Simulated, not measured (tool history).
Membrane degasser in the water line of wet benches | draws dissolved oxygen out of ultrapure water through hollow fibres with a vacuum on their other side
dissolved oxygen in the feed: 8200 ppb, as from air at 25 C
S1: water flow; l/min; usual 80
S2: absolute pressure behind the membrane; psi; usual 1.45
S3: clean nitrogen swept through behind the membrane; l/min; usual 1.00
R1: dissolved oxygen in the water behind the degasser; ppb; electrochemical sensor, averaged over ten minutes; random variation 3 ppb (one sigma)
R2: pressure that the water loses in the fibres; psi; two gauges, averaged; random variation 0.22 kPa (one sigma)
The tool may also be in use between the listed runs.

run	hour	S1	S2	S3	R1	R2
1	0.0	80	1.45	1.00	867.4	7.813
2	112.6	80	1.45	1.00	868.1	7.790
3	234.5	80	1.45	1.00	867.6	7.842
4	321.5	80	0.94	1.00	452.9	7.839
5	394.7	80	3.55	1.00	2289.3	7.844
6	453.5	80	3.55	1.00	2281.9	7.836
7	571.7	67	1.45	1.00	760.2	6.534
8	627.4	67	1.45	1.00	762.3	6.592
9	692.0	67	1.45	1.00	756.1	6.628
10	802.7	67	1.45	1.00	762.7	6.591
11	906.1	67	1.45	0.77	899.5	6.511
12	999.9	67	1.45	0.77	900.0	6.551
13	1119.9	67	1.45	0.77	896.6	6.618
14	1238.8	80	1.45	1.00	873.5	7.767
15	1318.9	80	1.45	1.00	866.0	7.828
16	1411.7	80	1.60	1.00	985.4	7.781
17	1522.6	80	1.60	1.00	977.5	7.790
18	1588.6	121	1.68	1.42	1165.0	11.774
19	1681.7	121	1.68	1.42	1161.8	11.765
20	1771.7	121	1.68	1.42	1173.5	11.758
21	1854.1	82	0.94	1.62	337.4	8.029
22	1950.4	94	2.15	1.75	1095.9	9.226
23	2050.7	70	2.16	0.59	1735.5	6.781
24	2166.8	80	1.78	0.99	1131.1	7.794
25	2275.9	80	1.45	2.45	465.4	7.813
26	2364.1	80	1.45	2.45	464.5	7.832
27	2417.1	80	1.45	2.45	469.3	7.839
28	2509.1	80	1.45	2.45	466.6	7.781
29	2569.1	54	1.81	1.00	869.5	5.300
30	2674.2	49	1.62	1.38	551.2	4.802
31	2795.2	50	1.74	1.15	704.9	4.899
32	2849.9	50	1.74	1.15	704.3	4.873

3 ways to go on from here, each from the tool as it stands after run 32. What would each give?
A	2913.3	119	1.46	1.73	?	?
B	2913.3	53	1.87	0.49	?	?
C	2913.3	125	2.05	1.15	?	?

run	R1	R2
A	875.0	11.607
B	1397.9	5.201
C	1644.3	12.280
Without the tool's hidden state the same runs would have given:
run	R1	R2
A	874.2	11.600
B	1397.2	5.198
C	1643.4	12.273
